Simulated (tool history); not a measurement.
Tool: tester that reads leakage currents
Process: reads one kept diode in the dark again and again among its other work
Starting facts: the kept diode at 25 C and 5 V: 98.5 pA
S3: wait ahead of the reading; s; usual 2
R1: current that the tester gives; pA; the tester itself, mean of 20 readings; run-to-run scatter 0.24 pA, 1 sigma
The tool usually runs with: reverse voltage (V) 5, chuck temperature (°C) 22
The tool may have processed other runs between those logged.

run 1 day=0 | reverse_voltage_(V)=5 chuck_temperature_(°C)=22 S3=2 | R1=84.17
run 2 day=4.012 | reverse_voltage_(V)=5 chuck_temperature_(°C)=22 S3=2 | R1=84.61
run 3 day=6.504 | reverse_voltage_(V)=5 chuck_temperature_(°C)=22 S3=2 | R1=84.83
run 4 day=9.458 | reverse_voltage_(V)=5 chuck_temperature_(°C)=22 S3=3.28 | R1=85.43
run 5 day=11.679 | reverse_voltage_(V)=5 chuck_temperature_(°C)=22 S3=3.28 | R1=85.32
run 6 day=15.125 | reverse_voltage_(V)=5 chuck_temperature_(°C)=22 S3=2 | R1=86.45
-- day=15.812 tester calibrated
run 7 day=19.175 | reverse_voltage_(V)=5 chuck_temperature_(°C)=22 S3=2 | R1=85.78
run 8 day=21.388 | reverse_voltage_(V)=5 chuck_temperature_(°C)=22 S3=2 | R1=85.85
run 9 day=23.229 | reverse_voltage_(V)=1.72 chuck_temperature_(°C)=22 S3=2 | R1=46.32
run 10 day=26.125 | reverse_voltage_(V)=1.72 chuck_temperature_(°C)=22 S3=2 | R1=46.57
run 11 day=29.833 | reverse_voltage_(V)=1.72 chuck_temperature_(°C)=22 S3=2 | R1=46.93
run 12 day=32.021 | reverse_voltage_(V)=5 chuck_temperature_(°C)=22 S3=2 | R1=87.45
run 13 day=35.004 | reverse_voltage_(V)=5 chuck_temperature_(°C)=22 S3=2 | R1=88.19
-- day=37.379 chuck's temperature calibrated
run 14 day=37.746 | reverse_voltage_(V)=5 chuck_temperature_(°C)=24 S3=2 | R1=97.74
run 15 day=41.162 | reverse_voltage_(V)=5 chuck_temperature_(°C)=24 S3=2 | R1=98.41
run 16 day=43.942 | reverse_voltage_(V)=14.46 chuck_temperature_(°C)=24 S3=1.05 | R1=188.02
run 17 day=46.667 | reverse_voltage_(V)=12.91 chuck_temperature_(°C)=40 S3=2 | R1=536.22
run 18 day=48.771 | reverse_voltage_(V)=6.43 chuck_temperature_(°C)=40 S3=1.88 | R1=358.75
run 19 day=51.554 | reverse_voltage_(V)=4.83 chuck_temperature_(°C)=40 S3=1.88 | R1=305.37
-- day=51.983 probe card cleaned and baked
run 20 day=54.229 | reverse_voltage_(V)=4.83 chuck_temperature_(°C)=32 S3=1.88 | R1=178.37
run 21 day=57.475 | reverse_voltage_(V)=5 chuck_temperature_(°C)=38 S3=1.69 | R1=275.59
-- day=58.425 probe card cleaned and baked, once more
run 22 day=61.342 | reverse_voltage_(V)=9.38 chuck_temperature_(°C)=22 S3=2 | R1=115.59
run 23 day=63.404 | reverse_voltage_(V)=9.47 chuck_temperature_(°C)=24 S3=0.38 | R1=138.69
run 24 day=66.858 | reverse_voltage_(V)=9.47 chuck_temperature_(°C)=44 S3=1.9 | R1=582.02
run 25 day=69.275 | reverse_voltage_(V)=5 chuck_temperature_(°C)=42 S3=4.65 | R1=354.53
run 26 day=71.454 | reverse_voltage_(V)=11.17 chuck_temperature_(°C)=22 S3=0.7 | R1=131.03
run 27 day=75.121 | reverse_voltage_(V)=11.17 chuck_temperature_(°C)=27 S3=0.7 | R1=192.83
run 28 day=76.783 | reverse_voltage_(V)=13.14 chuck_temperature_(°C)=20 S3=1.83 | R1=125.1

5 options for the next run, each taken on its own from the tool as it stands now. Forecast them:
run A day=80.554 | reverse_voltage_(V)=5 chuck_temperature_(°C)=22 S3=0.67 | R1=?
run B day=80.554 | reverse_voltage_(V)=4.17 chuck_temperature_(°C)=44 S3=1.72 | R1=?
run C day=80.554 | reverse_voltage_(V)=8.5 chuck_temperature_(°C)=22 S3=1.45 | R1=?
run D day=80.554 | reverse_voltage_(V)=13.14 chuck_temperature_(°C)=20 S3=0.5 | R1=?
run E day=80.554 | reverse_voltage_(V)=11.04 chuck_temperature_(°C)=20 S3=1.83 | R1=?

run=A R1=84.76
run=B R1=370.91
run=C R1=114.52
run=D R1=129.47
run=E R1=114.11
Stripped of hidden state, with their random variation kept, the same runs would have yielded:
run=A R1=79.04
run=B R1=354.76
run=C R1=106.05
run=D R1=118.41
run=E R1=104.56
